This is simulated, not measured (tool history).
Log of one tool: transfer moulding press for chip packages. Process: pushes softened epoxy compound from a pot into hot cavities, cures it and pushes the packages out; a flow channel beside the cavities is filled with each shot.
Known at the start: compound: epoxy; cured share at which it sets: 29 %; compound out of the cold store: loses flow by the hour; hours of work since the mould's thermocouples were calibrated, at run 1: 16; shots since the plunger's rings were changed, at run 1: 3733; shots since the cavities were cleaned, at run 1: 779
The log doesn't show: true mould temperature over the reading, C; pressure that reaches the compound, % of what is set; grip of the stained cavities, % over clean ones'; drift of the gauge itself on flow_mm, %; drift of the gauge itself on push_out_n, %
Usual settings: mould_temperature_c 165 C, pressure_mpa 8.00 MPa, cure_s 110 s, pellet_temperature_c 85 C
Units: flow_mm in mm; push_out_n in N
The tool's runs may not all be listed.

run,hour,mould_temperature_c,pressure_mpa,cure_s,pellet_temperature_c,hours of work since the mould's thermocouples were calibrated,shots since the plunger's rings were changed,shots since the cavities were cleaned,incoming compound's hours out of the cold store,flow_mm,push_out_n
1,0.0,165,8.00,110,85,16,3733,779,17.6,753,286
# hour 28.2: cavities cleaned with cleaning compound and waxed
2,38.8,165,8.00,110,85,34,4051,90,17.5,746,217
3,108.3,169,8.00,110,85,67,4643,682,46.9,624,262
# hour 148.9: cavities cleaned with cleaning compound and waxed
# hour 166.4: plunger's sealing rings changed
4,170.9,169,8.00,110,85,95,39,166,17.9,768,204
5,231.8,165,8.00,110,83,124,557,684,12.3,808,276
# hour 268.8: cavities cleaned with cleaning compound and waxed
6,270.3,165,8.00,110,83,141,873,13,32.6,727,205
7,319.8,165,8.00,110,83,165,1294,434,9.1,814,258
# hour 386.5: cavities cleaned with cleaning compound and waxed
8,388.1,165,8.00,110,85,196,1863,13,19.7,766,210
9,454.9,159,8.00,110,85,228,2433,583,11.4,817,372
# hour 504.7: cavities cleaned with cleaning compound and waxed
10,518.3,165,8.67,110,85,258,2960,115,28.8,737,225
11,581.6,169,7.88,104,86,288,3500,655,36.9,672,267
# hour 623.0: cavities cleaned with cleaning compound and waxed
12,652.6,165,8.82,122,82,321,4092,252,19.5,772,235
13,689.7,165,8.00,96,84,338,4408,568,24.0,717,333
14,733.2,169,8.00,116,89,359,4779,939,17.6,720,265
# hour 741.7: cavities cleaned with cleaning compound and waxed
# hour 779.7: plunger's sealing rings changed
15,794.1,163,8.00,110,85,386,123,426,25.3,774,298
16,834.8,163,8.00,110,85,405,469,772,39.2,705,318

Forecast each of these 5 alternatives for the next run:
# hour 862.3: cavities cleaned with cleaning compound and waxed
A,885.5,173,8.00,110,85,429,888,198,8.8,?,?
# hour 862.3: cavities cleaned with cleaning compound and waxed
B,885.5,163,8.00,142,78,429,888,198,28.0,?,?
# hour 862.3: cavities cleaned with cleaning compound and waxed
C,885.5,167,8.00,101,85,429,888,198,8.1,?,?
# hour 862.3: cavities cleaned with cleaning compound and waxed
D,885.5,165,8.00,101,85,429,888,198,46.3,?,?
# hour 862.3: cavities cleaned with cleaning compound and waxed
E,885.5,173,8.00,113,91,429,888,198,38.8,?,?

run,flow_mm,push_out_n
A,807,203
B,745,198
C,830,252
D,675,266
E,688,201
Without the tool's hidden state the same runs would have given:
run,flow_mm,push_out_n
A,816,170
B,752,166
C,839,204
D,682,216
E,696,170
